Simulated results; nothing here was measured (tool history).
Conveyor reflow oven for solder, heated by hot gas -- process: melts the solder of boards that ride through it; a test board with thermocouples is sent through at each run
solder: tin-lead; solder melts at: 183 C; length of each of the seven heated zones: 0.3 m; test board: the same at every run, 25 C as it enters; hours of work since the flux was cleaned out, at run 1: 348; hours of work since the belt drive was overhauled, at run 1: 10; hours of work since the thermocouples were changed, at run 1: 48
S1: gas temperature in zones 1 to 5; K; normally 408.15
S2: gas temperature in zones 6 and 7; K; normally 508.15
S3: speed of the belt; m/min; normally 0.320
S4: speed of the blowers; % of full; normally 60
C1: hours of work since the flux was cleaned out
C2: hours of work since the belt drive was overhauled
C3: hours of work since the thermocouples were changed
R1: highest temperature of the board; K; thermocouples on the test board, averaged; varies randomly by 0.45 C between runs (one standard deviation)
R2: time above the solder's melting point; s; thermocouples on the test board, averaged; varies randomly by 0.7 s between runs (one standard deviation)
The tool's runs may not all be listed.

run	hour	S1	S2	S3	S4	C1	C2	C3	R1	R2
1	0.0	408.15	508.15	0.320	60	348	10	48	485.55	75.7
2	10.9	408.15	508.15	0.320	60	354	16	53	484.65	73.8
3	16.7	408.15	508.15	0.320	60	357	19	56	484.75	73.1
4	21.5	408.15	508.15	0.320	82	359	21	59	490.75	82.7
5	29.7	408.15	508.15	0.320	82	363	25	63	491.25	83.3
6	41.1	408.15	508.15	0.320	82	369	31	69	491.45	84.2
7	49.7	408.15	508.15	0.320	65	374	36	73	486.35	76.7
8	57.8	408.15	508.15	0.320	65	378	40	77	486.15	76.2
9	64.6	408.15	508.15	0.320	65	382	43	81	486.65	76.6
10	69.2	401.15	508.15	0.320	65	384	46	83	484.45	71.0
11	76.7	401.15	508.15	0.320	65	388	50	87	485.55	72.0
12	81.8	408.15	498.15	0.320	60	390	52	90	476.65	61.1
13	87.0	408.15	521.15	0.320	60	393	55	93	495.05	85.9
14	95.0	408.15	521.15	0.320	76	397	59	97	500.35	91.2
15	99.9	408.15	521.15	0.320	76	400	62	99	500.35	92.5
16	105.0	408.15	508.15	0.284	60	402	64	102	488.65	90.2
17	115.6	408.15	504.15	0.329	60	408	70	107	480.15	64.3
18	126.3	421.15	511.15	0.320	60	413	75	113	488.95	86.5
19	131.4	421.15	511.15	0.320	60	416	78	115	489.25	88.1
20	136.9	396.15	505.15	0.320	60	419	81	118	478.65	59.1
21	147.1	420.15	508.15	0.271	50	424	86	124	489.75	101.8
22	156.8	420.15	508.15	0.271	50	429	91	129	489.75	103.6
23	167.8	413.15	513.15	0.277	60	435	97	134	494.85	101.5
# hour 174.8: flux residue cleaned out of gas plates and filters
24	182.6	405.15	513.15	0.277	60	4	102	139	497.65	103.6
25	192.8	404.15	510.15	0.283	85	9	107	145	499.15	105.5
26	202.0	404.15	510.15	0.283	85	14	112	149	499.85	105.7
27	209.6	404.15	510.15	0.283	85	18	116	153	500.15	105.3
28	220.7	404.15	510.15	0.283	85	24	121	159	499.95	104.7
29	229.0	408.15	501.15	0.320	60	28	126	163	482.55	71.9
30	240.0	408.15	501.15	0.320	60	34	131	169	482.55	74.0
31	250.9	399.15	513.15	0.332	71	39	137	175	493.75	79.0

For run 32, what comes out?
32	257.6	408.15	501.15	0.320	66	43	141	178	?	?

{"run 32": {"R1": 484.45, "R2": 76.6}}
Were there no unlogged condition in the tool, this run, its random variation unchanged, would have produced R1 485.35 K, R2 77.7 s.

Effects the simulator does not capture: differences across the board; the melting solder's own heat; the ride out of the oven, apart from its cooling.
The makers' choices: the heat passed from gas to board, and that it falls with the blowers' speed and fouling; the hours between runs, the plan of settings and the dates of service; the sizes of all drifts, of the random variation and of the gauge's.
